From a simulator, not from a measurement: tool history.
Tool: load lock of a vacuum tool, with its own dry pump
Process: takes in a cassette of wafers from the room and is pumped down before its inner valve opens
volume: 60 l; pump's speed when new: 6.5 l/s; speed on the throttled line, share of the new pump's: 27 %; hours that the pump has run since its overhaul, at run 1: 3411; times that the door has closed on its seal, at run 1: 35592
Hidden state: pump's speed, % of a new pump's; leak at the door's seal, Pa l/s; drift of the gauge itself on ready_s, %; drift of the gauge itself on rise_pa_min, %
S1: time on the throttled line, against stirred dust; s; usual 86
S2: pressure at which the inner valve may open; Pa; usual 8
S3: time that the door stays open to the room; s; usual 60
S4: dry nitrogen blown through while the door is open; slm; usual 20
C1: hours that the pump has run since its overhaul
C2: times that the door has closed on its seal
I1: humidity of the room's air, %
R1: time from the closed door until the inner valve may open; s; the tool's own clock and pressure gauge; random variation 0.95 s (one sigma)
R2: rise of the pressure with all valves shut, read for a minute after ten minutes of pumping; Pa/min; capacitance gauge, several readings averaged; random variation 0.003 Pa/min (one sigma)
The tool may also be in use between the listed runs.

run 1 hour=0.0 | S1=86 S2=8 S3=60 S4=20 | C1=3411 C2=35592 | I1=40.3 | R1=154.9 R2=0.122
run 2 hour=185.2 | S1=86 S2=8 S3=60 S4=20 | C1=3596 C2=36496 | I1=48.6 | R1=153.7 R2=0.125
run 3 hour=356.4 | S1=86 S2=8 S3=60 S4=20 | C1=3768 C2=37332 | I1=48.6 | R1=155.0 R2=0.131
run 4 hour=451.9 | S1=86 S2=8 S3=60 S4=20 | C1=3863 C2=37798 | I1=45.0 | R1=155.7 R2=0.134
run 5 hour=635.9 | S1=86 S2=8 S3=60 S4=20 | C1=4047 C2=38696 | I1=44.5 | R1=155.5 R2=0.136
run 6 hour=810.5 | S1=86 S2=8 S3=38 S4=20 | C1=4222 C2=39548 | I1=47.7 | R1=156.3 R2=0.137
run 7 hour=947.3 | S1=145 S2=9 S3=38 S4=20 | C1=4359 C2=40217 | I1=46.5 | R1=197.5 R2=0.137
run 8 hour=1028.3 | S1=49 S2=7 S3=51 S4=9 | C1=4439 C2=40612 | I1=42.7 | R1=130.9 R2=0.148
run 9 hour=1169.9 | S1=49 S2=7 S3=51 S4=9 | C1=4581 C2=41303 | I1=49.2 | R1=130.2 R2=0.153

Forecast run 10:
run 10 hour=1340.5 | S1=164 S2=8 S3=33 S4=20 | C1=4752 C2=42136 | I1=45.3 | R1=? R2=?

{"run 10": {"R1": 211.4, "R2": 0.155}}
Without the tool's hidden state the same run would have given R1 207.2 s, R2 0.010 Pa/min.
